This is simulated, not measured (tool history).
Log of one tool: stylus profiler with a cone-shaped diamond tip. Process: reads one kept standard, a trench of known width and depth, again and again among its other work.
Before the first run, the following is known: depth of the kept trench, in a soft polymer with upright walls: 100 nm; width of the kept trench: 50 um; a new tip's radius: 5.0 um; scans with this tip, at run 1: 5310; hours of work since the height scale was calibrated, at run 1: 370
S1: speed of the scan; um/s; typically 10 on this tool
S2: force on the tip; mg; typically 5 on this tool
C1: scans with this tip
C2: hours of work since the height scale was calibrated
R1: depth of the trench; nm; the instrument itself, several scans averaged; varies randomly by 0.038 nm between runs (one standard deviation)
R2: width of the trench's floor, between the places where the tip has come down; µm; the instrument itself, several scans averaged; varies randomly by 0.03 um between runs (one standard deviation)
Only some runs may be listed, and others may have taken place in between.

run 1 hour=0 | S1=10 S2=5 | C1=5310 C2=370 | R1=102.36 R2=47.97
run 2 hour=31.7 | S1=10 S2=3.1 | C1=5638 C2=393 | R1=101.72 R2=48
run 3 hour=90.4 | S1=10 S2=3.1 | C1=6245 C2=435 | R1=101.79 R2=48.01
run 4 hour=116.2 | S1=10 S2=3.1 | C1=6511 C2=454 | R1=101.69 R2=47.93
run 5 hour=148.7 | S1=10 S2=3.1 | C1=6848 C2=477 | R1=101.72 R2=47.99
run 6 hour=195.7 | S1=10 S2=3.1 | C1=7333 C2=511 | R1=101.67 R2=47.95
run 7 hour=249.3 | S1=10 S2=3.1 | C1=7888 C2=550 | R1=101.74 R2=47.98
run 8 hour=307.3 | S1=7 S2=5 | C1=8488 C2=592 | R1=102.4 R2=48.01
run 9 hour=331.2 | S1=10 S2=12.55 | C1=8735 C2=609 | R1=104.44 R2=47.96
run 10 hour=371.5 | S1=17 S2=12.55 | C1=9152 C2=638 | R1=104.47 R2=47.93
run 11 hour=406.5 | S1=17 S2=12.55 | C1=9514 C2=663 | R1=104.43 R2=47.98
run 12 hour=443.2 | S1=12 S2=5 | C1=9893 C2=689 | R1=102.39 R2=47.94
run 13 hour=483.6 | S1=12 S2=5 | C1=10311 C2=719 | R1=102.36 R2=47.98
run 14 hour=541.9 | S1=12 S2=4.75 | C1=10915 C2=761 | R1=102.28 R2=47.96
run 15 hour=577.6 | S1=12 S2=4.75 | C1=11283 C2=786 | R1=102.34 R2=47.97
run 16 hour=606.1 | S1=12 S2=4.75 | C1=11579 C2=807 | R1=102.32 R2=47.96
run 17 hour=665.2 | S1=2 S2=11.94 | C1=12189 C2=850 | R1=104.33 R2=48
run 18 hour=689 | S1=2 S2=9.78 | C1=12436 C2=867 | R1=103.81 R2=48.01
run 19 hour=747.8 | S1=2 S2=9.78 | C1=13043 C2=909 | R1=103.7 R2=47.97
run 20 hour=804.7 | S1=29 S2=6.14 | C1=13632 C2=950 | R1=102.76 R2=47.94
run 21 hour=858.6 | S1=16 S2=4.74 | C1=14190 C2=989 | R1=102.3 R2=47.96
run 22 hour=903.8 | S1=16 S2=4.74 | C1=14657 C2=1022 | R1=102.33 R2=48.01

3 options for the next run, each taken on its own from the tool as it stands now. Forecast them:
run A hour=940.7 | S1=5 S2=5 | C1=15039 C2=1048 | R1=? R2=?
run B hour=940.7 | S1=3 S2=6.04 | C1=15039 C2=1048 | R1=? R2=?
run C hour=940.7 | S1=8 S2=3.98 | C1=15039 C2=1048 | R1=? R2=?

run=A R1=102.39 R2=48.06
run=B R1=102.72 R2=48.02
run=C R1=102.06 R2=47.95
Without the tool's unlogged condition, the same runs would have read:
run=A R1=102.38 R2=48.07
run=B R1=102.71 R2=48.03
run=C R1=102.05 R2=47.96
